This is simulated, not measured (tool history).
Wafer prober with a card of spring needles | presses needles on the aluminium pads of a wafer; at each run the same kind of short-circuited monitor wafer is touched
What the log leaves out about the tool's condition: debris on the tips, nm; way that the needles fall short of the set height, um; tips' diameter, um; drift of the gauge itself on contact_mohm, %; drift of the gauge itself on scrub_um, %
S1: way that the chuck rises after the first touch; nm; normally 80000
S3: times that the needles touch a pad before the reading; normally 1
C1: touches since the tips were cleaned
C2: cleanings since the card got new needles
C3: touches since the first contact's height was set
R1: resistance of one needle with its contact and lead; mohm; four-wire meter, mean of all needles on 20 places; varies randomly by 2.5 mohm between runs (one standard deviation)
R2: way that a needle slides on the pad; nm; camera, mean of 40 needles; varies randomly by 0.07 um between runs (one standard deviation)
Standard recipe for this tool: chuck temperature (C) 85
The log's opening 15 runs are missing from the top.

-- hour=203.0 tips cleaned on abrasive film
run 16 hour=208.6 | S1=80000 chuck_temperature_(C)=85 S3=1 | C1=2374 C2=112 C3=213056 | R1=320 R2=15610
-- hour=211.5 tips cleaned on abrasive film
-- hour=219.6 tips cleaned on abrasive film
run 17 hour=227.3 | S1=100000 chuck_temperature_(C)=51 S3=1 | C1=3269 C2=114 C3=220910 | R1=300 R2=19720
-- hour=229.1 tips cleaned on abrasive film
-- hour=237.3 tips cleaned on abrasive film
run 18 hour=238.0 | S1=85000 chuck_temperature_(C)=91 S3=3 | C1=269 C2=116 C3=225376 | R1=286 R2=16580
-- hour=246.0 tips cleaned on abrasive film
-- hour=252.6 height of the first contact set anew
run 19 hour=252.6 | S1=85000 chuck_temperature_(C)=91 S3=3 | C1=2674 C2=117 C3=0 | R1=297 R2=17250
-- hour=254.4 tips cleaned on abrasive film
-- hour=263.7 tips cleaned on abrasive film
run 20 hour=263.7 | S1=85000 chuck_temperature_(C)=91 S3=3 | C1=0 C2=119 C3=4619 | R1=284 R2=17100
-- hour=272.5 tips cleaned on abrasive film
run 21 hour=274.4 | S1=79000 chuck_temperature_(C)=119 S3=1 | C1=775 C2=120 C3=9116 | R1=306 R2=16050
-- hour=280.6 tips cleaned on abrasive film
run 22 hour=285.6 | S1=79000 chuck_temperature_(C)=119 S3=1 | C1=2108 C2=121 C3=13824 | R1=325 R2=15930
-- hour=289.4 tips cleaned on abrasive film
-- hour=297.7 tips cleaned on abrasive film
run 23 hour=297.7 | S1=83000 chuck_temperature_(C)=115 S3=2 | C1=0 C2=123 C3=18891 | R1=291 R2=16760
-- hour=306.8 tips cleaned on abrasive film
-- hour=314.9 tips cleaned on abrasive film
run 24 hour=316.0 | S1=77000 chuck_temperature_(C)=56 S3=1 | C1=454 C2=125 C3=26550 | R1=286 R2=15550
-- hour=323.4 tips cleaned on abrasive film
run 25 hour=330.8 | S1=80000 chuck_temperature_(C)=85 S3=1 | C1=3147 C2=126 C3=32813 | R1=323 R2=16080
-- hour=331.8 tips cleaned on abrasive film
-- hour=341.0 tips cleaned on abrasive film
run 26 hour=342.1 | S1=80000 chuck_temperature_(C)=36 S3=1 | C1=444 C2=128 C3=37501 | R1=281 R2=16200
-- hour=349.8 tips cleaned on abrasive film
run 27 hour=354.8 | S1=92000 chuck_temperature_(C)=54 S3=1 | C1=2123 C2=129 C3=42870 | R1=302 R2=18610
-- hour=358.7 tips cleaned on abrasive film
-- hour=367.2 tips cleaned on abrasive film
run 28 hour=367.3 | S1=92000 chuck_temperature_(C)=54 S3=1 | C1=41 C2=131 C3=48069 | R1=274 R2=18500
-- hour=375.5 tips cleaned on abrasive film
run 29 hour=375.8 | S1=79000 chuck_temperature_(C)=85 S3=3 | C1=131 C2=132 C3=51658 | R1=287 R2=15940
-- hour=384.3 tips cleaned on abrasive film
run 30 hour=385.6 | S1=90000 chuck_temperature_(C)=92 S3=2 | C1=534 C2=133 C3=55751 | R1=289 R2=18120
-- hour=393.5 tips cleaned on abrasive film
run 31 hour=395.9 | S1=90000 chuck_temperature_(C)=92 S3=2 | C1=1045 C2=134 C3=60110 | R1=294 R2=18190

Each row is a separate what-if for the run after 31, all from the same tool condition, not one after another. Results?
-- hour=403.1 tips cleaned on abrasive film
run A hour=410.2 | S1=61000 chuck_temperature_(C)=92 S3=3 | C1=3044 C2=135 C3=66136 | R1=? R2=?
-- hour=403.1 tips cleaned on abrasive film
run B hour=410.2 | S1=65000 chuck_temperature_(C)=121 S3=1 | C1=3044 C2=135 C3=66136 | R1=? R2=?
-- hour=403.1 tips cleaned on abrasive film
run C hour=410.2 | S1=82000 chuck_temperature_(C)=85 S3=1 | C1=3044 C2=135 C3=66136 | R1=? R2=?

run=A R1=320 R2=12150
run=B R1=358 R2=13070
run=C R1=330 R2=16390
The same runs, with their run-to-run variation unchanged, on a tool lacking any hidden condition would have given:
run=A R1=290 R2=12340
run=B R1=292 R2=13260
run=C R1=284 R2=16570

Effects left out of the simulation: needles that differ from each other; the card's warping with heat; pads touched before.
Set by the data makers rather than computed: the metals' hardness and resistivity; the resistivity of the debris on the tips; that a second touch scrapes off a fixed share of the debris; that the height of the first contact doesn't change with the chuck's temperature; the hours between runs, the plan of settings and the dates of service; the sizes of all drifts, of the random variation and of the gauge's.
